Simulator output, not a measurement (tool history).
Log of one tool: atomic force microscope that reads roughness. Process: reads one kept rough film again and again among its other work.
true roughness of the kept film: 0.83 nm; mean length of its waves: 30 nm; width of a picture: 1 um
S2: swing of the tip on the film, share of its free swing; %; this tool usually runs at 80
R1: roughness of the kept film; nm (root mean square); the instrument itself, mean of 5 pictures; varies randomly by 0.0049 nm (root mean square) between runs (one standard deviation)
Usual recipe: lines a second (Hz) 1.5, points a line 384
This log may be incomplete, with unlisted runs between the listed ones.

Run 1, hour 0: usual settings. Result: R1 0.716 nm (root mean square).
Run 2, hour 10.5: usual settings but points a line 693. Result: R1 0.715 nm (root mean square).
Run 3, hour 26.8: usual settings but points a line 570. Result: R1 0.707 nm (root mean square).
Run 4, hour 47.1: usual settings but points a line 570. Result: R1 0.699 nm (root mean square).
Run 5, hour 57: usual settings but points a line 348. Result: R1 0.684 nm (root mean square).
Run 6, hour 74.9: usual settings but points a line 348. Result: R1 0.678 nm (root mean square).
Run 7, hour 86.7: usual settings but points a line 348. Result: R1 0.672 nm (root mean square).
Run 8, hour 97.5: usual settings but points a line 348. Result: R1 0.669 nm (root mean square).
Run 9, hour 118.2: usual settings. Result: R1 0.656 nm (root mean square).
Run 10, hour 133: usual settings. Result: R1 0.658 nm (root mean square).
Run 11, hour 146.2: usual settings. Result: R1 0.65 nm (root mean square).
Run 12, hour 167.5: usual settings. Result: R1 0.637 nm (root mean square).
At hour 178.8: new tip fitted.
Run 13, hour 189.2: usual settings but S2 68 %. Result: R1 0.744 nm (root mean square).
Run 14, hour 204.7: usual settings but S2 68 %. Result: R1 0.738 nm (root mean square).
Run 15, hour 227.1: usual settings but S2 68 %, points a line 897. Result: R1 0.729 nm (root mean square).
Run 16, hour 249: usual settings but S2 68 %, points a line 897. Result: R1 0.717 nm (root mean square).
Run 17, hour 269.4: usual settings but S2 68 %, points a line 897. Result: R1 0.707 nm (root mean square).
Run 18, hour 284.1: usual settings but S2 68 %, points a line 897. Result: R1 0.694 nm (root mean square).
Run 19, hour 299.5: usual settings but lines a second (Hz) 3.06. Result: R1 0.599 nm (root mean square).
Run 20, hour 312.4: usual settings but lines a second (Hz) 3.06. Result: R1 0.595 nm (root mean square).
Run 21, hour 325.7: usual settings but lines a second (Hz) 3.06. Result: R1 0.593 nm (root mean square).
Run 22, hour 346: usual settings. Result: R1 0.641 nm (root mean square).
At hour 357.6: new tip fitted.
Run 23, hour 370.3: usual settings. Result: R1 0.708 nm (root mean square).
Run 24, hour 381.3: usual settings but lines a second (Hz) 0.64. Result: R1 0.742 nm (root mean square).
Run 25, hour 391.8: usual settings but lines a second (Hz) 2.12. Result: R1 0.676 nm (root mean square).
Run 26, hour 412.9: usual settings. Result: R1 0.682 nm (root mean square).
Run 27, hour 422.7: usual settings but points a line 390. Result: R1 0.673 nm (root mean square).
Run 28, hour 445.8: usual settings but lines a second (Hz) 2.65, S2 85 %, points a line 301. Result: R1 0.598 nm (root mean square).
Run 29, hour 461.2: usual settings but lines a second (Hz) 0.54, points a line 363. Result: R1 0.7 nm (root mean square).
Run 30, hour 482.2: usual settings but lines a second (Hz) 0.54, points a line 363. Result: R1 0.703 nm (root mean square).
Run 31, hour 506.5: usual settings but lines a second (Hz) 3.9, S2 68 %, points a line 504. Result: R1 0.627 nm (root mean square).
Run 32, hour 520.1: usual settings but lines a second (Hz) 3.9, S2 68 %, points a line 504. Result: R1 0.62 nm (root mean square).
At hour 537.3: new tip fitted.
Run 33, hour 540.3: usual settings but lines a second (Hz) 3.9, S2 68 %, points a line 504. Result: R1 0.695 nm (root mean square).
Run 34, hour 557.6: usual settings but lines a second (Hz) 1.07, S2 62 %, points a line 551. Result: R1 0.768 nm (root mean square).
Run 35, hour 577.3: usual settings but lines a second (Hz) 1.57, S2 72 %. Result: R1 0.721 nm (root mean square).
Run 36, hour 588: usual settings but lines a second (Hz) 1.57, S2 72 %. Result: R1 0.706 nm (root mean square).
Run 37, hour 602.3: usual settings but lines a second (Hz) 1.83, points a line 728. Result: R1 0.661 nm (root mean square).
Run 38, hour 615.7: usual settings but lines a second (Hz) 1.47, S2 90 %. Result: R1 0.645 nm (root mean square).
Run 39, hour 636.7: usual settings but lines a second (Hz) 1.47, S2 90 %. Result: R1 0.629 nm (root mean square).
Run 40, hour 657.8: usual settings but lines a second (Hz) 1.7, points a line 822. Result: R1 0.642 nm (root mean square).
Run 41, hour 668.7: usual settings but S2 87 %, points a line 298. Result: R1 0.624 nm (root mean square).
Run 42, hour 684.8: usual settings but S2 87 %, points a line 298. Result: R1 0.617 nm (root mean square).
Run 43, hour 703.1: usual settings but lines a second (Hz) 3.15, S2 78 %, points a line 644. Result: R1 0.588 nm (root mean square).
At hour 716.3: new tip fitted.
Run 44, hour 722.1: usual settings but lines a second (Hz) 1.76, S2 58 %, points a line 575. Result: R1 0.768 nm (root mean square).
Run 45, hour 736.1: usual settings but points a line 292. Result: R1 0.698 nm (root mean square).
Run 46, hour 757.6: usual settings but points a line 358. Result: R1 0.693 nm (root mean square).
Run 47, hour 778.8: usual settings but points a line 358. Result: R1 0.686 nm (root mean square).
Run 48, hour 798.4: usual settings but lines a second (Hz) 0.89, S2 88 %, points a line 730. Result: R1 0.69 nm (root mean square).
Run 49, hour 816.8: usual settings but lines a second (Hz) 0.51, S2 58 %, points a line 265. Result: R1 0.722 nm (root mean square).
Run 50, hour 826.8: usual settings but lines a second (Hz) 1.74, S2 58 %, points a line 978. Result: R1 0.705 nm (root mean square).
Run 51, hour 837.4: usual settings but lines a second (Hz) 1.74, S2 58 %, points a line 978. Result: R1 0.706 nm (root mean square).
Run 52, hour 856.7: usual settings but lines a second (Hz) 1.74, S2 79 %, points a line 300. Result: R1 0.643 nm (root mean square).

A few steps of R1 between consecutive runs. Split each: what settings, incoming material and random variation would produce without the hidden state, and what is left over for the hidden state, along with gauge scatter present in only one of the two compared results (measured, and without hidden state):
The tool's hidden condition here consists of: radius of the tip, nm; height scale over the true one, %; drift of the gauge itself on roughness_nm, %.
Run 12 -> 13: S2 80 -> 68, new tip fitted. R1 +0.107 nm (root mean square): hidden state +0.067, all else +0.04.
Run 22 -> 23: new tip fitted. R1 +0.067 nm (root mean square): hidden state +0.067, all else +0.
Run 28 -> 29: lines a second (Hz) 2.65 -> 0.54, S2 85 -> 80, points a line 301 -> 363. R1 +0.102 nm (root mean square): hidden state -0.015, all else +0.117.
Run 32 -> 33: new tip fitted. R1 +0.075 nm (root mean square): hidden state +0.069, all else +0.006.
Run 43 -> 44: lines a second (Hz) 3.15 -> 1.76, S2 78 -> 58, points a line 644 -> 575, new tip fitted. R1 +0.18 nm (root mean square): hidden state +0.063, all else +0.117.

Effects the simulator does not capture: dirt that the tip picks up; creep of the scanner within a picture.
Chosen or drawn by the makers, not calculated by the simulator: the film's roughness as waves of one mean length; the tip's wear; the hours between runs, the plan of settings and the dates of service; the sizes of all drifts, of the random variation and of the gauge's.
